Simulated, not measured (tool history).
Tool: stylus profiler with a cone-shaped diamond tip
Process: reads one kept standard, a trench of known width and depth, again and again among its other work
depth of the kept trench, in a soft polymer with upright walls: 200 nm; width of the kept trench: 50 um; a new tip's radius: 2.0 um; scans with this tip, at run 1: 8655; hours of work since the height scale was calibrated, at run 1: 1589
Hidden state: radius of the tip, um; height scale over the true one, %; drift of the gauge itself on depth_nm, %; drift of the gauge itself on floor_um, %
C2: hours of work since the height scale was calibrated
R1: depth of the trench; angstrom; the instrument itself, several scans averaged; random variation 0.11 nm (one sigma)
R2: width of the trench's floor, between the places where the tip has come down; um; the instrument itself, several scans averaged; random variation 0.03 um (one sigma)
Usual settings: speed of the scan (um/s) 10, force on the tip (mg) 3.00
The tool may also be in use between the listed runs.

{"run": 1, "day": 0.0, "speed of the scan (um/s)": 10, "force on the tip (mg)": 3.0, "scans with this tip": 8655, "C2": 1589, "R1": 2019.5, "R2": 47.72}
{"run": 2, "day": 4.042, "speed of the scan (um/s)": 10, "force on the tip (mg)": 3.0, "scans with this tip": 8915, "C2": 1637, "R1": 2016.8, "R2": 47.73}
{"run": 3, "day": 6.667, "speed of the scan (um/s)": 10, "force on the tip (mg)": 3.0, "scans with this tip": 9083, "C2": 1668, "R1": 2017.8, "R2": 47.68}
{"run": 4, "day": 10.467, "speed of the scan (um/s)": 10, "force on the tip (mg)": 6.42, "scans with this tip": 9327, "C2": 1712, "R1": 2037.2, "R2": 47.7}
{"run": 5, "day": 12.792, "speed of the scan (um/s)": 7, "force on the tip (mg)": 6.42, "scans with this tip": 9477, "C2": 1740, "R1": 2038.6, "R2": 47.76}
{"day": 13.171, "done": "height scale calibrated on a step standard"}
{"run": 6, "day": 15.217, "speed of the scan (um/s)": 7, "force on the tip (mg)": 6.42, "scans with this tip": 9631, "C2": 24, "R1": 2033.0, "R2": 47.66}
{"run": 7, "day": 18.104, "speed of the scan (um/s)": 7, "force on the tip (mg)": 6.42, "scans with this tip": 9817, "C2": 58, "R1": 2032.3, "R2": 47.72}
{"run": 8, "day": 21.296, "speed of the scan (um/s)": 10, "force on the tip (mg)": 3.0, "scans with this tip": 10022, "C2": 96, "R1": 2012.2, "R2": 47.61}
{"day": 24.212, "done": "height scale calibrated on a step standard, once more"}
{"run": 9, "day": 24.862, "speed of the scan (um/s)": 10, "force on the tip (mg)": 3.0, "scans with this tip": 10249, "C2": 8, "R1": 2031.7, "R2": 47.63}
{"run": 10, "day": 26.829, "speed of the scan (um/s)": 12, "force on the tip (mg)": 3.0, "scans with this tip": 10376, "C2": 31, "R1": 2031.4, "R2": 47.64}
{"run": 11, "day": 30.712, "speed of the scan (um/s)": 12, "force on the tip (mg)": 3.0, "scans with this tip": 10625, "C2": 77, "R1": 2032.9, "R2": 47.62}
{"run": 12, "day": 32.446, "speed of the scan (um/s)": 12, "force on the tip (mg)": 3.0, "scans with this tip": 10736, "C2": 97, "R1": 2031.9, "R2": 47.66}
{"run": 13, "day": 35.804, "speed of the scan (um/s)": 12, "force on the tip (mg)": 3.0, "scans with this tip": 10952, "C2": 137, "R1": 2029.5, "R2": 47.56}
{"run": 14, "day": 38.521, "speed of the scan (um/s)": 12, "force on the tip (mg)": 3.0, "scans with this tip": 11127, "C2": 169, "R1": 2029.7, "R2": 47.58}
{"run": 15, "day": 41.821, "speed of the scan (um/s)": 2, "force on the tip (mg)": 2.76, "scans with this tip": 11339, "C2": 208, "R1": 2029.5, "R2": 47.63}
{"run": 16, "day": 45.167, "speed of the scan (um/s)": 2, "force on the tip (mg)": 2.76, "scans with this tip": 11554, "C2": 247, "R1": 2028.3, "R2": 47.6}
{"run": 17, "day": 47.533, "speed of the scan (um/s)": 2, "force on the tip (mg)": 2.76, "scans with this tip": 11706, "C2": 275, "R1": 2028.0, "R2": 47.62}
{"run": 18, "day": 51.221, "speed of the scan (um/s)": 2, "force on the tip (mg)": 2.76, "scans with this tip": 11943, "C2": 319, "R1": 2026.8, "R2": 47.61}

5 ways to go on from here, each from the tool as it stands after run 18. What would each give?
{"run": "A", "day": 54.462, "speed of the scan (um/s)": 22, "force on the tip (mg)": 8.38, "scans with this tip": 12151, "C2": 357, "R1": "?", "R2": "?"}
{"run": "B", "day": 54.462, "speed of the scan (um/s)": 19, "force on the tip (mg)": 4.16, "scans with this tip": 12151, "C2": 357, "R1": "?", "R2": "?"}
{"run": "C", "day": 54.462, "speed of the scan (um/s)": 39, "force on the tip (mg)": 1.05, "scans with this tip": 12151, "C2": 357, "R1": "?", "R2": "?"}
{"run": "D", "day": 54.462, "speed of the scan (um/s)": 29, "force on the tip (mg)": 1.52, "scans with this tip": 12151, "C2": 357, "R1": "?", "R2": "?"}
{"run": "E", "day": 54.462, "speed of the scan (um/s)": 10, "force on the tip (mg)": 6.18, "scans with this tip": 12151, "C2": 357, "R1": "?", "R2": "?"}

run=A R1=2059.8 R2=47.53
run=B R1=2034.8 R2=47.55
run=C R1=2012.8 R2=47.39
run=D R1=2018.6 R2=47.45
run=E R1=2049.9 R2=47.57
Without the tool's hidden state the same runs would have given:
run=A R1=2062.7 R2=48.19
run=B R1=2037.6 R2=48.21
run=C R1=2015.6 R2=48.05
run=D R1=2021.4 R2=48.11
run=E R1=2052.7 R2=48.23

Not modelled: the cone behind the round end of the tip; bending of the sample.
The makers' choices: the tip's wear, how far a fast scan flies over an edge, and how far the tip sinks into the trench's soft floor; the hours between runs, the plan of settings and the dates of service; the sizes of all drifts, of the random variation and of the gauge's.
